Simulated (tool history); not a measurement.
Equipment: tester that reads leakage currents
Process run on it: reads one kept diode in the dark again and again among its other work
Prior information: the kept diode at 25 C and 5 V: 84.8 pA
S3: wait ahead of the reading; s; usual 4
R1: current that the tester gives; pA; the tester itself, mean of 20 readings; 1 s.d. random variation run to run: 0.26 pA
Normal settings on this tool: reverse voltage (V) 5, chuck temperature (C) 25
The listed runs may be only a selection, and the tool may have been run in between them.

Run 1, hour 0: usual settings. Result: R1 88.24 pA.
Run 2, hour 119.3: usual settings. Result: R1 87.95 pA.
Run 3, hour 200.6: usual settings but reverse voltage (V) 19.73. Result: R1 159.96 pA.
Run 4, hour 351.9: usual settings but reverse voltage (V) 19.73. Result: R1 159.48 pA.
Run 5, hour 429.7: usual settings but reverse voltage (V) 19.73. Result: R1 160.61 pA.
Run 6, hour 565.5: usual settings but reverse voltage (V) 19.73. Result: R1 161.21 pA.
Run 7, hour 661.1: usual settings but reverse voltage (V) 19.73. Result: R1 161.77 pA.
Run 8, hour 745.1: usual settings but reverse voltage (V) 19.73. Result: R1 162.44 pA.
Run 9, hour 876.2: usual settings but reverse voltage (V) 19.73. Result: R1 162.59 pA.
Run 10, hour 1000.5: usual settings but reverse voltage (V) 19.73. Result: R1 164.29 pA.
Run 11, hour 1153.6: usual settings but reverse voltage (V) 1.21, chuck temperature (C) 49, S3 4.81 s. Result: R1 260.54 pA.
Run 12, hour 1273.3: usual settings but reverse voltage (V) 1.21, chuck temperature (C) 49, S3 4.81 s. Result: R1 258.36 pA.
Run 13, hour 1389.9: usual settings but reverse voltage (V) 1.9, chuck temperature (C) 28. Result: R1 72.8 pA.
Run 14, hour 1488.9: usual settings but reverse voltage (V) 1.9, chuck temperature (C) 28. Result: R1 73.16 pA.
Run 15, hour 1562: usual settings but reverse voltage (V) 1.9, chuck temperature (C) 28. Result: R1 72.89 pA.
Run 16, hour 1667: usual settings but reverse voltage (V) 4.88, S3 1.24 s. Result: R1 87.94 pA.
At hour 1743.1: chuck's temperature calibrated.
Run 17, hour 1766.9: usual settings but reverse voltage (V) 4.88, S3 1.24 s. Result: R1 94.29 pA.
Run 18, hour 1846.5: usual settings but reverse voltage (V) 4.51, chuck temperature (C) 59, S3 0.71 s. Result: R1 855.3 pA.

Branching from run 18: 5 alternative next runs. What would each branch give?
Run A, hour 1967.7: usual settings but reverse voltage (V) 4.51, chuck temperature (C) 59, S3 0.87 s. Result: R1 ?.
Run B, hour 1967.7: usual settings but reverse voltage (V) 4.51, chuck temperature (C) 59, S3 1.94 s. Result: R1 ?.
Run C, hour 1967.7: usual settings but reverse voltage (V) 1.35, chuck temperature (C) 38, S3 3.61 s. Result: R1 ?.
Run D, hour 1967.7: usual settings but reverse voltage (V) 14.12, chuck temperature (C) 28. Result: R1 ?.
Run E, hour 1967.7: usual settings but reverse voltage (V) 7.22, chuck temperature (C) 45, S3 1.73 s. Result: R1 ?.

run      R1
  A  857.71
  B  856.42
  C  137.58
  D   186.1
  E  426.76
Stripped of hidden state, with their random variation kept, the same runs would have yielded:
run      R1
  A  834.93
  B  833.67
  C  132.86
  D  159.35
  E  407.14
